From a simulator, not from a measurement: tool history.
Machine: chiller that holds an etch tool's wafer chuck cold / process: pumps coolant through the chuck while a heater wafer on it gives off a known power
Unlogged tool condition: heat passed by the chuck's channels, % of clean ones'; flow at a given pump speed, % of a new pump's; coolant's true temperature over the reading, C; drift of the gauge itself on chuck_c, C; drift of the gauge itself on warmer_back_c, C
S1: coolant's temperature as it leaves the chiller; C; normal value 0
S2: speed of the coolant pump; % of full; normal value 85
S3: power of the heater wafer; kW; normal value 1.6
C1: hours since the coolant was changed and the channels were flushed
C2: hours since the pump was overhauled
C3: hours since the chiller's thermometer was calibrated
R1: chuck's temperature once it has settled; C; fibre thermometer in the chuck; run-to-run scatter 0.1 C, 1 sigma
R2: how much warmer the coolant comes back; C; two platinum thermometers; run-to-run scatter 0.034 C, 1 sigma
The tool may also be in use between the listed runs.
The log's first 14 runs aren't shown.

run 15 hour=1952.4 | S1=0 S2=85 S3=1.6 | C1=5636 C2=2343 C3=1198 | R1=20.6 R2=5.5
run 16 hour=2071.4 | S1=0 S2=85 S3=1.609 | C1=5755 C2=2462 C3=1317 | R1=20.9 R2=5.55
run 17 hour=2176.1 | S1=-5 S2=85 S3=0.946 | C1=5860 C2=2567 C3=1422 | R1=7.2 R2=3.24
-- hour=2250.1 coolant changed, channels flushed
run 18 hour=2400.2 | S1=-1 S2=75 S3=1.417 | C1=150 C2=2785 C3=1640 | R1=15.7 R2=5.59
run 19 hour=2492.2 | S1=8 S2=82 S3=1.679 | C1=242 C2=2877 C3=1732 | R1=26.6 R2=6.06
run 20 hour=2698.9 | S1=8 S2=82 S3=1.679 | C1=449 C2=3083 C3=1939 | R1=26.8 R2=6.15
run 21 hour=2852 | S1=8 S2=82 S3=1.679 | C1=602 C2=3237 C3=2092 | R1=27 R2=6.15
run 22 hour=2964.5 | S1=8 S2=82 S3=1.679 | C1=714 C2=3349 C3=2204 | R1=27.1 R2=6.19
run 23 hour=3091 | S1=0 S2=71 S3=1.6 | C1=841 C2=3476 C3=2331 | R1=20.6 R2=6.74
run 24 hour=3252.8 | S1=0 S2=71 S3=1.6 | C1=1003 C2=3637 C3=2492 | R1=20.8 R2=6.82
run 25 hour=3367 | S1=0 S2=71 S3=1.6 | C1=1117 C2=3751 C3=2607 | R1=21 R2=6.8
run 26 hour=3538.5 | S1=4 S2=62 S3=2.303 | C1=1288 C2=3923 C3=2778 | R1=37.9 R2=11.25
run 27 hour=3659.2 | S1=5 S2=61 S3=2.303 | C1=1409 C2=4044 C3=2899 | R1=39.5 R2=11.45
run 28 hour=3840.9 | S1=1 S2=85 S3=1.6 | C1=1591 C2=4225 C3=3080 | R1=19.8 R2=5.82
run 29 hour=3939.7 | S1=-5 S2=83 S3=2.212 | C1=1690 C2=4324 C3=3179 | R1=21.3 R2=8.3
run 30 hour=4078.8 | S1=-5 S2=83 S3=2.212 | C1=1829 C2=4463 C3=3318 | R1=21.8 R2=8.33
run 31 hour=4277.1 | S1=-5 S2=83 S3=2.212 | C1=2027 C2=4662 C3=3517 | R1=21.9 R2=8.38

5 ways to go on from here, each from the tool as it stands after run 31. What would each give?
run A hour=4440.2 | S1=8 S2=85 S3=0.925 | C1=2190 C2=4825 C3=3680 | R1=? R2=?
run B hour=4440.2 | S1=-8 S2=85 S3=0.982 | C1=2190 C2=4825 C3=3680 | R1=? R2=?
run C hour=4440.2 | S1=-8 S2=77 S3=2.212 | C1=2190 C2=4825 C3=3680 | R1=? R2=?
run D hour=4440.2 | S1=9 S2=71 S3=2.212 | C1=2190 C2=4825 C3=3680 | R1=? R2=?
run E hour=4440.2 | S1=-5 S2=72 S3=2.142 | C1=2190 C2=4825 C3=3680 | R1=? R2=?

run=A R1=19.4 R2=3.41
run=B R1=4.2 R2=3.64
run=C R1=21 R2=8.98
run=D R1=39.9 R2=9.81
run=E R1=24.7 R2=9.35
Had the tool no hidden state, the same runs would have come out as:
run=A R1=17 R2=2.94
run=B R1=1.7 R2=3.14
run=C R1=15.5 R2=7.73
run=D R1=34 R2=8.45
run=E R1=19 R2=8.05

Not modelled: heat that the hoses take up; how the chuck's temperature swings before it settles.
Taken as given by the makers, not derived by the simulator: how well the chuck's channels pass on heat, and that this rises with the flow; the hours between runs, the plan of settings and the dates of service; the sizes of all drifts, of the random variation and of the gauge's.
